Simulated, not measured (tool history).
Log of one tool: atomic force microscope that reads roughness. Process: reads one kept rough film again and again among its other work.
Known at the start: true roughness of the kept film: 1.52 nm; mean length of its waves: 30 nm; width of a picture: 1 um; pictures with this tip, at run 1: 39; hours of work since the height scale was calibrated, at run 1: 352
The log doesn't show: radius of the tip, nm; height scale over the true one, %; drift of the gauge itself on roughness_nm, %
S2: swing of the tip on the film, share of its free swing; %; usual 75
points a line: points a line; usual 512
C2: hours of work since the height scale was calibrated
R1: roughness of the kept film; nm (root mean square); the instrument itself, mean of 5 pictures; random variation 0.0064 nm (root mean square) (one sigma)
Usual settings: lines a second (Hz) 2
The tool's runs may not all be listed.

run 1 hour=0 | lines_a_second_(Hz)=2 S2=75 points_a_line=512 | pictures_with_this_tip=39 C2=352 | R1=1.222
run 2 hour=14.3 | lines_a_second_(Hz)=2 S2=75 points_a_line=775 | pictures_with_this_tip=70 C2=362 | R1=1.178
-- hour=20.6 new tip fitted
run 3 hour=32.9 | lines_a_second_(Hz)=2 S2=75 points_a_line=775 | pictures_with_this_tip=27 C2=374 | R1=1.221
-- hour=58.5 new tip fitted
run 4 hour=61.4 | lines_a_second_(Hz)=2 S2=75 points_a_line=775 | pictures_with_this_tip=6 C2=392 | R1=1.259
run 5 hour=81.4 | lines_a_second_(Hz)=2 S2=75 points_a_line=775 | pictures_with_this_tip=50 C2=405 | R1=1.189
-- hour=97.9 new tip fitted
run 6 hour=102.7 | lines_a_second_(Hz)=2 S2=75 points_a_line=512 | pictures_with_this_tip=10 C2=419 | R1=1.243
run 7 hour=127.8 | lines_a_second_(Hz)=2 S2=75 points_a_line=512 | pictures_with_this_tip=66 C2=435 | R1=1.167
-- hour=137 new tip fitted
run 8 hour=143.9 | lines_a_second_(Hz)=2 S2=75 points_a_line=512 | pictures_with_this_tip=15 C2=446 | R1=1.235
run 9 hour=172.1 | lines_a_second_(Hz)=2 S2=75 points_a_line=512 | pictures_with_this_tip=77 C2=464 | R1=1.15
-- hour=175.6 new tip fitted
run 10 hour=194.9 | lines_a_second_(Hz)=2 S2=75 points_a_line=512 | pictures_with_this_tip=42 C2=479 | R1=1.205
-- hour=215.3 new tip fitted
run 11 hour=218.4 | lines_a_second_(Hz)=2 S2=75 points_a_line=512 | pictures_with_this_tip=7 C2=494 | R1=1.259
run 12 hour=243.2 | lines_a_second_(Hz)=2 S2=75 points_a_line=512 | pictures_with_this_tip=62 C2=511 | R1=1.17
-- hour=253.7 new tip fitted
run 13 hour=271.4 | lines_a_second_(Hz)=2 S2=75 points_a_line=512 | pictures_with_this_tip=39 C2=529 | R1=1.21
-- hour=274.6 height scale calibrated on a step standard
-- hour=292.7 new tip fitted
run 14 hour=293.8 | lines_a_second_(Hz)=1.11 S2=75 points_a_line=512 | pictures_with_this_tip=2 C2=12 | R1=1.341
run 15 hour=311.9 | lines_a_second_(Hz)=1.11 S2=75 points_a_line=512 | pictures_with_this_tip=42 C2=24 | R1=1.263
-- hour=332.9 new tip fitted
run 16 hour=336.8 | lines_a_second_(Hz)=1.11 S2=75 points_a_line=512 | pictures_with_this_tip=9 C2=40 | R1=1.316
run 17 hour=358.4 | lines_a_second_(Hz)=2 S2=75 points_a_line=512 | pictures_with_this_tip=56 C2=55 | R1=1.188
-- hour=371.3 new tip fitted
run 18 hour=374 | lines_a_second_(Hz)=2 S2=65 points_a_line=512 | pictures_with_this_tip=6 C2=65 | R1=1.33
run 19 hour=396.1 | lines_a_second_(Hz)=1.28 S2=75 points_a_line=512 | pictures_with_this_tip=54 C2=79 | R1=1.23
run 20 hour=408.5 | lines_a_second_(Hz)=1.28 S2=75 points_a_line=512 | pictures_with_this_tip=82 C2=87 | R1=1.196
-- hour=411.2 new tip fitted
run 21 hour=429.5 | lines_a_second_(Hz)=1.28 S2=75 points_a_line=512 | pictures_with_this_tip=40 C2=101 | R1=1.265
-- hour=433.3 height scale calibrated on a step standard, once more
-- hour=451.8 new tip fitted
run 22 hour=452.7 | lines_a_second_(Hz)=1.28 S2=75 points_a_line=512 | pictures_with_this_tip=2 C2=12 | R1=1.305
run 23 hour=469.5 | lines_a_second_(Hz)=1.04 S2=60 points_a_line=512 | pictures_with_this_tip=39 C2=24 | R1=1.298
-- hour=490.8 new tip fitted
run 24 hour=496.7 | lines_a_second_(Hz)=0.89 S2=60 points_a_line=264 | pictures_with_this_tip=13 C2=41 | R1=1.343
run 25 hour=518.8 | lines_a_second_(Hz)=0.54 S2=75 points_a_line=512 | pictures_with_this_tip=61 C2=56 | R1=1.262
-- hour=530 new tip fitted
run 26 hour=542.5 | lines_a_second_(Hz)=3.11 S2=75 points_a_line=367 | pictures_with_this_tip=28 C2=71 | R1=1.135
run 27 hour=565.8 | lines_a_second_(Hz)=3.11 S2=75 points_a_line=367 | pictures_with_this_tip=79 C2=86 | R1=1.06
-- hour=567.9 new tip fitted
run 28 hour=585 | lines_a_second_(Hz)=3.11 S2=75 points_a_line=724 | pictures_with_this_tip=37 C2=99 | R1=1.127
run 29 hour=599.7 | lines_a_second_(Hz)=1.72 S2=75 points_a_line=512 | pictures_with_this_tip=70 C2=108 | R1=1.164
-- hour=606.7 new tip fitted
run 30 hour=622.2 | lines_a_second_(Hz)=1.72 S2=68 points_a_line=934 | pictures_with_this_tip=34 C2=123 | R1=1.27
run 31 hour=643 | lines_a_second_(Hz)=2 S2=75 points_a_line=266 | pictures_with_this_tip=80 C2=137 | R1=1.129
-- hour=645.8 new tip fitted
run 32 hour=660.2 | lines_a_second_(Hz)=2.04 S2=75 points_a_line=842 | pictures_with_this_tip=32 C2=148 | R1=1.218
run 33 hour=677 | lines_a_second_(Hz)=2 S2=89 points_a_line=1005 | pictures_with_this_tip=69 C2=159 | R1=1.033
-- hour=683.8 new tip fitted
run 34 hour=694.1 | lines_a_second_(Hz)=2 S2=89 points_a_line=316 | pictures_with_this_tip=23 C2=170 | R1=1.093
run 35 hour=707.7 | lines_a_second_(Hz)=3.19 S2=84 points_a_line=634 | pictures_with_this_tip=53 C2=179 | R1=1.011
-- hour=724.1 new tip fitted
run 36 hour=729.2 | lines_a_second_(Hz)=2.54 S2=60 points_a_line=368 | pictures_with_this_tip=11 C2=193 | R1=1.308
run 37 hour=752.1 | lines_a_second_(Hz)=2.52 S2=84 points_a_line=368 | pictures_with_this_tip=62 C2=208 | R1=1.049
-- hour=762.4 new tip fitted
run 38 hour=773.7 | lines_a_second_(Hz)=1.85 S2=80 points_a_line=542 | pictures_with_this_tip=25 C2=222 | R1=1.207
run 39 hour=797.1 | lines_a_second_(Hz)=3.75 S2=64 points_a_line=357 | pictures_with_this_tip=77 C2=237 | R1=1.146
-- hour=801 new tip fitted
run 40 hour=820.1 | lines_a_second_(Hz)=1.95 S2=63 points_a_line=761 | pictures_with_this_tip=42 C2=252 | R1=1.268
-- hour=839.6 new tip fitted
run 41 hour=844.3 | lines_a_second_(Hz)=1.95 S2=63 points_a_line=761 | pictures_with_this_tip=11 C2=268 | R1=1.323
run 42 hour=857.9 | lines_a_second_(Hz)=1.23 S2=75 points_a_line=512 | pictures_with_this_tip=41 C2=277 | R1=1.259
-- hour=877.9 new tip fitted
run 43 hour=884.2 | lines_a_second_(Hz)=0.96 S2=77 points_a_line=1011 | pictures_with_this_tip=14 C2=294 | R1=1.301

How the hidden state differs across the entries between the runs, from the last listed run before each to the first after it:
Between runs 2 and 3: new tip fitted (hour 20.6)
  radius of the tip, nm: 24 -> 17.1; height scale over the true one, %: 0.6 -> 0.62
  measured less the result without the state, R1: -0.094 -> -0.046 nm (root mean square)
Between runs 3 and 4: new tip fitted (hour 58.5)
  radius of the tip, nm: 17.1 -> 11.8; height scale over the true one, %: 0.62 -> 0.64
  measured less the result without the state, R1: -0.046 -> -0.007 nm (root mean square)
Between runs 5 and 6: new tip fitted (hour 97.9)
  radius of the tip, nm: 22.1 -> 12.5; height scale over the true one, %: 0.66 -> 0.68
  measured less the result without the state, R1: -0.082 -> -0.011 nm (root mean square)
Between runs 7 and 8: new tip fitted (hour 137)
  radius of the tip, nm: 24.7 -> 14.4; height scale over the true one, %: 0.7 -> 0.72
  measured less the result without the state, R1: -0.098 -> -0.025 nm (root mean square)
Between runs 9 and 10: new tip fitted (hour 175.6)
  radius of the tip, nm: 27.7 -> 18.9; height scale over the true one, %: 0.74 -> 0.77
  measured less the result without the state, R1: -0.118 -> -0.057 nm (root mean square)
Between runs 10 and 11: new tip fitted (hour 215.3)
  radius of the tip, nm: 18.9 -> 12.3; height scale over the true one, %: 0.77 -> 0.79
  measured less the result without the state, R1: -0.057 -> -0.008 nm (root mean square)
Between runs 12 and 13: new tip fitted (hour 253.7)
  radius of the tip, nm: 24.9 -> 19.1; height scale over the true one, %: 0.81 -> 0.84
  measured less the result without the state, R1: -0.099 -> -0.059 nm (root mean square)
Between runs 13 and 14: height scale calibrated on a step standard (hour 274.6); new tip fitted (hour 292.7)
  radius of the tip, nm: 19.1 -> 10.6; height scale over the true one, %: 0.84 -> 1.03
  measured less the result without the state, R1: -0.059 -> +0.008 nm (root mean square)
Between runs 15 and 16: new tip fitted (hour 332.9)
  radius of the tip, nm: 19.4 -> 11.8; height scale over the true one, %: 1.05 -> 1.08
  measured less the result without the state, R1: -0.061 -> -0.001 nm (root mean square)
Between runs 17 and 18: new tip fitted (hour 371.3)
  radius of the tip, nm: 22.4 -> 11.7; height scale over the true one, %: 1.1 -> 1.11
  measured less the result without the state, R1: -0.079 -> +0 nm (root mean square)
Between runs 20 and 21: new tip fitted (hour 411.2)
  radius of the tip, nm: 28.8 -> 19.7; height scale over the true one, %: 1.14 -> 1.16
  measured less the result without the state, R1: -0.125 -> -0.061 nm (root mean square)
Between runs 21 and 22: height scale calibrated on a step standard, once more (hour 433.3); new tip fitted (hour 451.8)
  radius of the tip, nm: 19.7 -> 10.9; height scale over the true one, %: 1.16 -> 0.06
  measured less the result without the state, R1: -0.061 -> -0.007 nm (root mean square)
Between runs 23 and 24: new tip fitted (hour 490.8)
  radius of the tip, nm: 19.8 -> 13.9; height scale over the true one, %: 0.07 -> 0.09
  measured less the result without the state, R1: -0.079 -> -0.031 nm (root mean square)
Between runs 25 and 26: new tip fitted (hour 530)
  radius of the tip, nm: 24.4 -> 17; height scale over the true one, %: 0.12 -> 0.14
  measured less the result without the state, R1: -0.112 -> -0.048 nm (root mean square)
Between runs 27 and 28: new tip fitted (hour 567.9)
  radius of the tip, nm: 29.5 -> 18.4; height scale over the true one, %: 0.16 -> 0.18
  measured less the result without the state, R1: -0.128 -> -0.058 nm (root mean square)
Between runs 29 and 30: new tip fitted (hour 606.7)
  radius of the tip, nm: 26.1 -> 17.9; height scale over the true one, %: 0.19 -> 0.21
  measured less the result without the state, R1: -0.116 -> -0.06 nm (root mean square)
Between runs 31 and 32: new tip fitted (hour 645.8)
  radius of the tip, nm: 27.3 -> 17.6; height scale over the true one, %: 0.23 -> 0.25
  measured less the result without the state, R1: -0.119 -> -0.055 nm (root mean square)
Between runs 33 and 34: new tip fitted (hour 683.8)
  radius of the tip, nm: 26.2 -> 15.8; height scale over the true one, %: 0.26 -> 0.28
  measured less the result without the state, R1: -0.102 -> -0.037 nm (root mean square)
Between runs 35 and 36: new tip fitted (hour 724.1)
  radius of the tip, nm: 22.5 -> 12.9; height scale over the true one, %: 0.29 -> 0.31
  measured less the result without the state, R1: -0.076 -> -0.02 nm (root mean square)
Between runs 37 and 38: new tip fitted (hour 762.4)
  radius of the tip, nm: 24.3 -> 14.9; height scale over the true one, %: 0.34 -> 0.36
  measured less the result without the state, R1: -0.09 -> -0.033 nm (root mean square)
Between runs 39 and 40: new tip fitted (hour 801)
  radius of the tip, nm: 26 -> 20.3; height scale over the true one, %: 0.38 -> 0.4
  measured less the result without the state, R1: -0.11 -> -0.076 nm (root mean square)
Between runs 40 and 41: new tip fitted (hour 839.6)
  radius of the tip, nm: 20.3 -> 12.4; height scale over the true one, %: 0.4 -> 0.42
  measured less the result without the state, R1: -0.076 -> -0.015 nm (root mean square)
Between runs 42 and 43: new tip fitted (hour 877.9)
  radius of the tip, nm: 19.1 -> 13.5; height scale over the true one, %: 0.44 -> 0.46
  measured less the result without the state, R1: -0.065 -> -0.023 nm (root mean square)
